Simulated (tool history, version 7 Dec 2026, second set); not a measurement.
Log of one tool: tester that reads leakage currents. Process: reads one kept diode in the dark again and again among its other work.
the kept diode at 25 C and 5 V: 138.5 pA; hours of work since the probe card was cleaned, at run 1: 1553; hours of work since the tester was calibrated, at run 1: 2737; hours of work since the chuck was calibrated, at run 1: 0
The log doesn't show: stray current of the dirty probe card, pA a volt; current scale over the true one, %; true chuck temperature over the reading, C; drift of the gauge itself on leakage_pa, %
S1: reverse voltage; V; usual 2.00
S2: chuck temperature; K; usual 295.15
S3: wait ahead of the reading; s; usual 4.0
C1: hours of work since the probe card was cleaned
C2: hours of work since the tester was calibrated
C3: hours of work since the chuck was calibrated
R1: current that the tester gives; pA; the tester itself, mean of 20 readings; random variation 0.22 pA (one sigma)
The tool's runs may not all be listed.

run,hour,S1,S2,S3,C1,C2,C3,R1
1,0.0,2.00,295.15,4.0,1553,2737,0,73.18
2,86.7,2.00,295.15,4.0,1616,2800,63,73.93
3,236.2,2.00,295.15,4.0,1725,2909,172,75.10
4,395.6,2.00,295.15,4.0,1841,3025,288,75.66
5,540.6,2.00,295.15,0.4,1946,3130,394,78.34
6,700.4,2.00,311.15,0.4,2063,3247,510,239.28
7,860.5,2.00,311.15,0.4,2179,3363,627,244.88
8,966.7,2.00,295.15,4.0,2257,3440,704,80.82
9,1100.8,2.00,295.15,4.0,2354,3538,801,81.76
# hour 1185.2: probe card cleaned and baked
10,1254.8,4.65,320.15,4.0,51,3648,911,665.24

Forecast run 11:
# hour 1274.8: tester calibrated
# hour 1328.7: chuck's temperature calibrated
11,1421.7,2.00,299.15,4.0,169,106,68,?

{"run 11": {"R1": 96.57}}
Without the tool's hidden state the same run would have given R1 96.83 pA.

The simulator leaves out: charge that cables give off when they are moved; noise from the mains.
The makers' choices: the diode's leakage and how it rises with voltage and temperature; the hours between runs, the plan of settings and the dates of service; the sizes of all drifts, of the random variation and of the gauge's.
